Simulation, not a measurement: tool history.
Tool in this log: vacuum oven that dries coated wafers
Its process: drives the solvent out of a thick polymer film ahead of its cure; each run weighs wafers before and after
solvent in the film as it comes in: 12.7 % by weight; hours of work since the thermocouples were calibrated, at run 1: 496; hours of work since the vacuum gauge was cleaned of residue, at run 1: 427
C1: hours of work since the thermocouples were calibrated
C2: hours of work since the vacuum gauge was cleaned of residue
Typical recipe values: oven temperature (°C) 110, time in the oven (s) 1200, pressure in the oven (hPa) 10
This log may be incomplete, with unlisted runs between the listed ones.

run 1 hour=0 | oven_temperature_(°C)=110 time_in_the_oven_(s)=1200 pressure_in_the_oven_(hPa)=10 | C1=496 C2=427 | solvent_left_in_the_film_(%)=2.63
run 2 hour=85.1 | oven_temperature_(°C)=110 time_in_the_oven_(s)=1200 pressure_in_the_oven_(hPa)=10 | C1=537 C2=468 | solvent_left_in_the_film_(%)=2.68
run 3 hour=167.7 | oven_temperature_(°C)=110 time_in_the_oven_(s)=1200 pressure_in_the_oven_(hPa)=10 | C1=577 C2=508 | solvent_left_in_the_film_(%)=2.78
run 4 hour=228.3 | oven_temperature_(°C)=110 time_in_the_oven_(s)=1200 pressure_in_the_oven_(hPa)=10 | C1=606 C2=537 | solvent_left_in_the_film_(%)=2.66
run 5 hour=301.4 | oven_temperature_(°C)=110 time_in_the_oven_(s)=780 pressure_in_the_oven_(hPa)=10 | C1=642 C2=573 | solvent_left_in_the_film_(%)=4.04
run 6 hour=351.2 | oven_temperature_(°C)=110 time_in_the_oven_(s)=1320 pressure_in_the_oven_(hPa)=10 | C1=666 C2=597 | solvent_left_in_the_film_(%)=2.58
-- hour=373.1 oven's thermocouples calibrated
run 7 hour=443.5 | oven_temperature_(°C)=110 time_in_the_oven_(s)=1200 pressure_in_the_oven_(hPa)=10 | C1=34 C2=640 | solvent_left_in_the_film_(%)=2.89
run 8 hour=499.2 | oven_temperature_(°C)=110 time_in_the_oven_(s)=1200 pressure_in_the_oven_(hPa)=10 | C1=61 C2=667 | solvent_left_in_the_film_(%)=2.9
run 9 hour=562.8 | oven_temperature_(°C)=110 time_in_the_oven_(s)=1200 pressure_in_the_oven_(hPa)=10 | C1=92 C2=698 | solvent_left_in_the_film_(%)=2.97
run 10 hour=665.5 | oven_temperature_(°C)=110 time_in_the_oven_(s)=1200 pressure_in_the_oven_(hPa)=10 | C1=142 C2=748 | solvent_left_in_the_film_(%)=2.93
run 11 hour=720.7 | oven_temperature_(°C)=110 time_in_the_oven_(s)=1200 pressure_in_the_oven_(hPa)=10 | C1=168 C2=775 | solvent_left_in_the_film_(%)=3.07
run 12 hour=826.8 | oven_temperature_(°C)=110 time_in_the_oven_(s)=1200 pressure_in_the_oven_(hPa)=39.1 | C1=220 C2=826 | solvent_left_in_the_film_(%)=6.17
run 13 hour=891.1 | oven_temperature_(°C)=110 time_in_the_oven_(s)=1620 pressure_in_the_oven_(hPa)=39.1 | C1=251 C2=857 | solvent_left_in_the_film_(%)=5.74
-- hour=928.3 oven's thermocouples calibrated, once more
run 14 hour=945.3 | oven_temperature_(°C)=110 time_in_the_oven_(s)=1620 pressure_in_the_oven_(hPa)=39.1 | C1=8 C2=882 | solvent_left_in_the_film_(%)=5.3
run 15 hour=1018.6 | oven_temperature_(°C)=110 time_in_the_oven_(s)=1620 pressure_in_the_oven_(hPa)=39.1 | C1=44 C2=918 | solvent_left_in_the_film_(%)=5.14
run 16 hour=1082.7 | oven_temperature_(°C)=110 time_in_the_oven_(s)=1620 pressure_in_the_oven_(hPa)=39.1 | C1=75 C2=949 | solvent_left_in_the_film_(%)=5.3
run 17 hour=1162.5 | oven_temperature_(°C)=110 time_in_the_oven_(s)=1800 pressure_in_the_oven_(hPa)=39.1 | C1=113 C2=988 | solvent_left_in_the_film_(%)=5.19
run 18 hour=1264.1 | oven_temperature_(°C)=110 time_in_the_oven_(s)=1200 pressure_in_the_oven_(hPa)=10 | C1=163 C2=1037 | solvent_left_in_the_film_(%)=2.77
run 19 hour=1343.5 | oven_temperature_(°C)=110 time_in_the_oven_(s)=1200 pressure_in_the_oven_(hPa)=10 | C1=201 C2=1075 | solvent_left_in_the_film_(%)=2.76
run 20 hour=1416.8 | oven_temperature_(°C)=110 time_in_the_oven_(s)=1200 pressure_in_the_oven_(hPa)=10 | C1=237 C2=1111 | solvent_left_in_the_film_(%)=2.86
run 21 hour=1482.3 | oven_temperature_(°C)=110 time_in_the_oven_(s)=1200 pressure_in_the_oven_(hPa)=10 | C1=268 C2=1143 | solvent_left_in_the_film_(%)=2.84
run 22 hour=1542.7 | oven_temperature_(°C)=110 time_in_the_oven_(s)=1200 pressure_in_the_oven_(hPa)=10 | C1=298 C2=1172 | solvent_left_in_the_film_(%)=2.95
run 23 hour=1593.3 | oven_temperature_(°C)=110 time_in_the_oven_(s)=1200 pressure_in_the_oven_(hPa)=5.6 | C1=322 C2=1196 | solvent_left_in_the_film_(%)=2.39
run 24 hour=1693.9 | oven_temperature_(°C)=98 time_in_the_oven_(s)=660 pressure_in_the_oven_(hPa)=23.5 | C1=371 C2=1245 | solvent_left_in_the_film_(%)=8.77
run 25 hour=1785.9 | oven_temperature_(°C)=98 time_in_the_oven_(s)=660 pressure_in_the_oven_(hPa)=23.5 | C1=415 C2=1290 | solvent_left_in_the_film_(%)=8.61
run 26 hour=1874.1 | oven_temperature_(°C)=98 time_in_the_oven_(s)=660 pressure_in_the_oven_(hPa)=23.5 | C1=458 C2=1332 | solvent_left_in_the_film_(%)=8.94
run 27 hour=1959 | oven_temperature_(°C)=121 time_in_the_oven_(s)=1860 pressure_in_the_oven_(hPa)=6.3 | C1=499 C2=1373 | solvent_left_in_the_film_(%)=1.13
run 28 hour=2043.2 | oven_temperature_(°C)=121 time_in_the_oven_(s)=1860 pressure_in_the_oven_(hPa)=6.3 | C1=540 C2=1414 | solvent_left_in_the_film_(%)=1.09
-- hour=2146.6 vacuum gauge cleaned of residue and calibrated
run 29 hour=2155.3 | oven_temperature_(°C)=121 time_in_the_oven_(s)=1860 pressure_in_the_oven_(hPa)=6.3 | C1=594 C2=4 | solvent_left_in_the_film_(%)=0.56
run 30 hour=2202 | oven_temperature_(°C)=95 time_in_the_oven_(s)=1500 pressure_in_the_oven_(hPa)=23.4 | C1=616 C2=27 | solvent_left_in_the_film_(%)=6.92
run 31 hour=2284.5 | oven_temperature_(°C)=102 time_in_the_oven_(s)=1200 pressure_in_the_oven_(hPa)=8.6 | C1=656 C2=67 | solvent_left_in_the_film_(%)=4.12
-- hour=2327.1 oven's thermocouples calibrated
run 32 hour=2379.4 | oven_temperature_(°C)=117 time_in_the_oven_(s)=960 pressure_in_the_oven_(hPa)=32.2 | C1=25 C2=112 | solvent_left_in_the_film_(%)=3.5
run 33 hour=2480.1 | oven_temperature_(°C)=113 time_in_the_oven_(s)=780 pressure_in_the_oven_(hPa)=16.7 | C1=74 C2=161 | solvent_left_in_the_film_(%)=3.51
run 34 hour=2538.8 | oven_temperature_(°C)=113 time_in_the_oven_(s)=780 pressure_in_the_oven_(hPa)=16.7 | C1=103 C2=189 | solvent_left_in_the_film_(%)=3.52
run 35 hour=2600.5 | oven_temperature_(°C)=111 time_in_the_oven_(s)=960 pressure_in_the_oven_(hPa)=34.2 | C1=132 C2=219 | solvent_left_in_the_film_(%)=5.1
run 36 hour=2668.8 | oven_temperature_(°C)=111 time_in_the_oven_(s)=1380 pressure_in_the_oven_(hPa)=12.8 | C1=166 C2=252 | solvent_left_in_the_film_(%)=2.25
run 37 hour=2752.2 | oven_temperature_(°C)=111 time_in_the_oven_(s)=1380 pressure_in_the_oven_(hPa)=12.8 | C1=206 C2=292 | solvent_left_in_the_film_(%)=2.35
run 38 hour=2826.8 | oven_temperature_(°C)=110 time_in_the_oven_(s)=1200 pressure_in_the_oven_(hPa)=14.6 | C1=242 C2=328 | solvent_left_in_the_film_(%)=2.96
run 39 hour=2895.4 | oven_temperature_(°C)=110 time_in_the_oven_(s)=2040 pressure_in_the_oven_(hPa)=12.5 | C1=275 C2=362 | solvent_left_in_the_film_(%)=1.93
run 40 hour=2956 | oven_temperature_(°C)=124 time_in_the_oven_(s)=900 pressure_in_the_oven_(hPa)=21.3 | C1=305 C2=391 | solvent_left_in_the_film_(%)=2.02
run 41 hour=3024.5 | oven_temperature_(°C)=124 time_in_the_oven_(s)=900 pressure_in_the_oven_(hPa)=21.3 | C1=338 C2=424 | solvent_left_in_the_film_(%)=1.99
run 42 hour=3121.9 | oven_temperature_(°C)=98 time_in_the_oven_(s)=1680 pressure_in_the_oven_(hPa)=32.7 | C1=385 C2=471 | solvent_left_in_the_film_(%)=7.48
run 43 hour=3232 | oven_temperature_(°C)=110 time_in_the_oven_(s)=1800 pressure_in_the_oven_(hPa)=15.2 | C1=438 C2=525 | solvent_left_in_the_film_(%)=2.55
run 44 hour=3290.1 | oven_temperature_(°C)=110 time_in_the_oven_(s)=1800 pressure_in_the_oven_(hPa)=15.2 | C1=466 C2=553 | solvent_left_in_the_film_(%)=2.57
run 45 hour=3378.4 | oven_temperature_(°C)=98 time_in_the_oven_(s)=1200 pressure_in_the_oven_(hPa)=10 | C1=509 C2=596 | solvent_left_in_the_film_(%)=5.57
run 46 hour=3443.2 | oven_temperature_(°C)=98 time_in_the_oven_(s)=1200 pressure_in_the_oven_(hPa)=10 | C1=541 C2=627 | solvent_left_in_the_film_(%)=5.56

How the hidden state differs across the entries between the runs, from the last listed run before each to the first after it:
Between runs 6 and 7: oven's thermocouples calibrated (hour 373.1)
  true wafer temperature over the reading, C: -1.57 -> -2.12; true pressure over the reading, kPa: 0.292 -> 0.312
  measured result minus the result with no hidden state, solvent left in the film (%): +0.56 -> +0.71
Between runs 13 and 14: oven's thermocouples calibrated, once more (hour 928.3)
  true wafer temperature over the reading, C: -2.59 -> -0.15; true pressure over the reading, kPa: 0.417 -> 0.428
  measured result minus the result with no hidden state, solvent left in the film (%): +1.02 -> +0.49
Between runs 28 and 29: vacuum gauge cleaned of residue and calibrated (hour 2146.6)
  true wafer temperature over the reading, C: -1.27 -> -1.39; true pressure over the reading, kPa: 0.685 -> 0.009
  measured result minus the result with no hidden state, solvent left in the film (%): +0.59 -> +0.04
Between runs 31 and 32: oven's thermocouples calibrated (hour 2327.1)
  true wafer temperature over the reading, C: -1.52 -> -0.39; true pressure over the reading, kPa: 0.04 -> 0.061
  measured result minus the result with no hidden state, solvent left in the film (%): +0.41 -> +0.12
